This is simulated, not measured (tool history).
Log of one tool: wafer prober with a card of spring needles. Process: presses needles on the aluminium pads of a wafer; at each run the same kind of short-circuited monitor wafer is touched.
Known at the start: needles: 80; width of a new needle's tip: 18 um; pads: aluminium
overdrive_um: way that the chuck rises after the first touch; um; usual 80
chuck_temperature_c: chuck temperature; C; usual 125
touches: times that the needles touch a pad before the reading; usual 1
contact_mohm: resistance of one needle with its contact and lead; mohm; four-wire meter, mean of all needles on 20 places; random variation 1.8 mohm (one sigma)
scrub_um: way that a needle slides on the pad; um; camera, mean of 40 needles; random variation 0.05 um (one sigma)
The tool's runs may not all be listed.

| run | hour | overdrive_um | chuck_temperature_c | touches | contact_mohm | scrub_um |
|---|---|---|---|---|---|---|
| 1 | 0.0 | 80 | 125 | 1 | 311 | 10.41 |
|  | 3.1 | tips cleaned on abrasive film |
|  | 6.2 | tips cleaned on abrasive film |
|  | 10.0 | tips cleaned on abrasive film |
|  | 22.0 | card fitted with new needles |
|  | 25.9 | tips cleaned on abrasive film |
|  | 29.7 | tips cleaned on abrasive film |
| 2 | 31.7 | 80 | 125 | 2 | 306 | 10.56 |
|  | 33.3 | tips cleaned on abrasive film |
|  | 37.2 | tips cleaned on abrasive film |
|  | 40.3 | tips cleaned on abrasive film |
|  | 44.1 | tips cleaned on abrasive film |
|  | 47.9 | tips cleaned on abrasive film |
|  | 51.8 | tips cleaned on abrasive film |
|  | 55.6 | tips cleaned on abrasive film |
|  | 58.7 | tips cleaned on abrasive film |
| 3 | 61.2 | 80 | 125 | 1 | 310 | 10.53 |
|  | 62.1 | tips cleaned on abrasive film |
|  | 65.9 | tips cleaned on abrasive film |
|  | 69.8 | tips cleaned on abrasive film |
|  | 72.9 | tips cleaned on abrasive film |
|  | 76.7 | tips cleaned on abrasive film |
|  | 79.8 | tips cleaned on abrasive film |
|  | 83.6 | tips cleaned on abrasive film |
|  | 87.5 | tips cleaned on abrasive film |
|  | 90.5 | tips cleaned on abrasive film |
| 4 | 91.0 | 61 | 125 | 1 | 315 | 7.97 |
|  | 94.1 | tips cleaned on abrasive film |
|  | 97.2 | tips cleaned on abrasive film |
|  | 101.0 | tips cleaned on abrasive film |
|  | 104.9 | tips cleaned on abrasive film |
|  | 108.7 | tips cleaned on abrasive film |
|  | 112.5 | tips cleaned on abrasive film |
|  | 116.4 | tips cleaned on abrasive film |
| 5 | 118.5 | 61 | 125 | 1 | 314 | 7.90 |
|  | 120.1 | tips cleaned on abrasive film |
|  | 123.9 | tips cleaned on abrasive film |
|  | 127.0 | tips cleaned on abrasive film |
|  | 130.9 | tips cleaned on abrasive film |
|  | 134.0 | tips cleaned on abrasive film |
|  | 137.8 | tips cleaned on abrasive film |
|  | 141.6 | tips cleaned on abrasive film |
|  | 145.5 | tips cleaned on abrasive film |
| 6 | 147.6 | 61 | 125 | 1 | 314 | 7.80 |
|  | 149.2 | tips cleaned on abrasive film |
|  | 152.3 | tips cleaned on abrasive film |
|  | 156.2 | tips cleaned on abrasive film |
|  | 159.3 | tips cleaned on abrasive film |
|  | 162.7 | tips cleaned on abrasive film |
| 7 | 162.7 | 80 | 28 | 1 | 276 | 10.25 |
|  | 165.8 | tips cleaned on abrasive film |
|  | 168.9 | tips cleaned on abrasive film |
|  | 172.8 | tips cleaned on abrasive film |
|  | 175.9 | tips cleaned on abrasive film |
|  | 179.7 | tips cleaned on abrasive film |
| 8 | 181.9 | 80 | 28 | 1 | 280 | 10.21 |
|  | 183.5 | tips cleaned on abrasive film |
|  | 186.6 | tips cleaned on abrasive film |
|  | 190.4 | tips cleaned on abrasive film |
|  | 194.3 | tips cleaned on abrasive film |
|  | 197.4 | tips cleaned on abrasive film |
|  | 201.2 | tips cleaned on abrasive film |
| 9 | 201.3 | 80 | 28 | 1 | 274 | 10.24 |
|  | 204.4 | tips cleaned on abrasive film |
|  | 208.2 | tips cleaned on abrasive film |
|  | 212.0 | tips cleaned on abrasive film |
|  | 215.1 | tips cleaned on abrasive film |
| 10 | 216.3 | 80 | 125 | 1 | 310 | 10.18 |
|  | 218.6 | tips cleaned on abrasive film |
|  | 222.5 | tips cleaned on abrasive film |
|  | 225.6 | tips cleaned on abrasive film |
|  | 228.6 | tips cleaned on abrasive film |
|  | 231.9 | height of the first contact set anew |
|  | 232.8 | tips cleaned on abrasive film |
|  | 235.9 | tips cleaned on abrasive film |
| 11 | 236.2 | 80 | 125 | 1 | 304 | 10.52 |
|  | 239.2 | tips cleaned on abrasive film |
|  | 243.1 | tips cleaned on abrasive film |
|  | 246.9 | tips cleaned on abrasive film |
| 12 | 249.5 | 77 | 74 | 1 | 298 | 10.03 |
|  | 250.3 | tips cleaned on abrasive film |
|  | 253.4 | tips cleaned on abrasive film |
|  | 257.2 | tips cleaned on abrasive film |
|  | 260.3 | tips cleaned on abrasive film |
|  | 264.2 | tips cleaned on abrasive film |
| 13 | 266.6 | 77 | 74 | 1 | 293 | 10.12 |
|  | 267.5 | tips cleaned on abrasive film |
|  | 271.3 | tips cleaned on abrasive film |
|  | 275.2 | tips cleaned on abrasive film |
|  | 279.0 | tips cleaned on abrasive film |
|  | 282.8 | tips cleaned on abrasive film |
| 14 | 285.2 | 69 | 56 | 2 | 291 | 8.98 |
|  | 286.1 | tips cleaned on abrasive film |
|  | 289.2 | tips cleaned on abrasive film |
|  | 293.0 | tips cleaned on abrasive film |
|  | 296.1 | tips cleaned on abrasive film |
| 15 | 298.2 | 98 | 123 | 1 | 306 | 12.82 |
|  | 299.8 | tips cleaned on abrasive film |
|  | 303.7 | tips cleaned on abrasive film |
|  | 306.8 | tips cleaned on abrasive film |
|  | 310.6 | tips cleaned on abrasive film |
|  | 314.4 | tips cleaned on abrasive film |
|  | 317.5 | tips cleaned on abrasive film |
| 16 | 320.5 | 64 | 61 | 1 | 295 | 8.29 |
|  | 321.4 | tips cleaned on abrasive film |
|  | 325.2 | tips cleaned on abrasive film |
|  | 328.3 | tips cleaned on abrasive film |
|  | 332.1 | tips cleaned on abrasive film |
|  | 335.2 | tips cleaned on abrasive film |
|  | 339.0 | tips cleaned on abrasive film |
|  | 342.9 | tips cleaned on abrasive film |
|  | 346.0 | tips cleaned on abrasive film |
| 17 | 348.9 | 73 | 125 | 2 | 310 | 9.37 |
|  | 349.8 | tips cleaned on abrasive film |
|  | 353.6 | tips cleaned on abrasive film |
|  | 357.4 | tips cleaned on abrasive film |
|  | 360.5 | tips cleaned on abrasive film |
|  | 364.4 | tips cleaned on abrasive film |
|  | 367.5 | tips cleaned on abrasive film |
|  | 370.5 | tips cleaned on abrasive film |
| 18 | 371.3 | 62 | 125 | 1 | 313 | 7.93 |
|  | 373.6 | tips cleaned on abrasive film |
|  | 376.7 | tips cleaned on abrasive film |
|  | 380.6 | tips cleaned on abrasive film |
|  | 383.7 | tips cleaned on abrasive film |
|  | 387.5 | tips cleaned on abrasive film |
| 19 | 389.9 | 62 | 70 | 2 | 300 | 7.89 |
|  | 390.7 | tips cleaned on abrasive film |
|  | 394.5 | tips cleaned on abrasive film |
|  | 398.4 | tips cleaned on abrasive film |
|  | 402.2 | tips cleaned on abrasive film |
|  | 405.3 | tips cleaned on abrasive film |
|  | 409.1 | tips cleaned on abrasive film |
|  | 412.2 | tips cleaned on abrasive film |
| 20 | 414.1 | 83 | 66 | 1 | 291 | 10.56 |
|  | 415.7 | tips cleaned on abrasive film |
|  | 418.8 | tips cleaned on abrasive film |
|  | 422.7 | tips cleaned on abrasive film |
|  | 426.5 | tips cleaned on abrasive film |
| 21 | 428.6 | 83 | 66 | 1 | 293 | 10.64 |
|  | 430.2 | tips cleaned on abrasive film |
|  | 433.3 | tips cleaned on abrasive film |
|  | 436.4 | tips cleaned on abrasive film |
|  | 440.3 | tips cleaned on abrasive film |
|  | 442.1 | height of the first contact set anew |
|  | 444.4 | tips cleaned on abrasive film |
|  | 448.2 | tips cleaned on abrasive film |
|  | 452.1 | tips cleaned on abrasive film |
|  | 455.2 | tips cleaned on abrasive film |
| 22 | 455.8 | 77 | 27 | 1 | 279 | 10.10 |

4 ways to go on from here, each from the tool as it stands after run 22. What would each give?
|  | 458.9 | tips cleaned on abrasive film |
|  | 462.0 | tips cleaned on abrasive film |
|  | 465.8 | tips cleaned on abrasive film |
|  | 469.7 | tips cleaned on abrasive film |
|  | 473.5 | tips cleaned on abrasive film |
| A | 474.6 | 86 | 27 | 1 | ? | ? |
|  | 458.9 | tips cleaned on abrasive film |
|  | 462.0 | tips cleaned on abrasive film |
|  | 465.8 | tips cleaned on abrasive film |
|  | 469.7 | tips cleaned on abrasive film |
|  | 473.5 | tips cleaned on abrasive film |
| B | 474.6 | 77 | 36 | 2 | ? | ? |
|  | 458.9 | tips cleaned on abrasive film |
|  | 462.0 | tips cleaned on abrasive film |
|  | 465.8 | tips cleaned on abrasive film |
|  | 469.7 | tips cleaned on abrasive film |
|  | 473.5 | tips cleaned on abrasive film |
| C | 474.6 | 96 | 27 | 1 | ? | ? |
|  | 458.9 | tips cleaned on abrasive film |
|  | 462.0 | tips cleaned on abrasive film |
|  | 465.8 | tips cleaned on abrasive film |
|  | 469.7 | tips cleaned on abrasive film |
|  | 473.5 | tips cleaned on abrasive film |
| D | 474.6 | 64 | 26 | 1 | ? | ? |

| run | contact_mohm | scrub_um |
|---|---|---|
| A | 275 | 11.30 |
| B | 282 | 10.10 |
| C | 276 | 12.50 |
| D | 285 | 8.50 |
Without the tool's hidden state the same runs would have given:
| run | contact_mohm | scrub_um |
|---|---|---|
| A | 272 | 11.37 |
| B | 279 | 10.17 |
| C | 273 | 12.57 |
| D | 279 | 8.57 |

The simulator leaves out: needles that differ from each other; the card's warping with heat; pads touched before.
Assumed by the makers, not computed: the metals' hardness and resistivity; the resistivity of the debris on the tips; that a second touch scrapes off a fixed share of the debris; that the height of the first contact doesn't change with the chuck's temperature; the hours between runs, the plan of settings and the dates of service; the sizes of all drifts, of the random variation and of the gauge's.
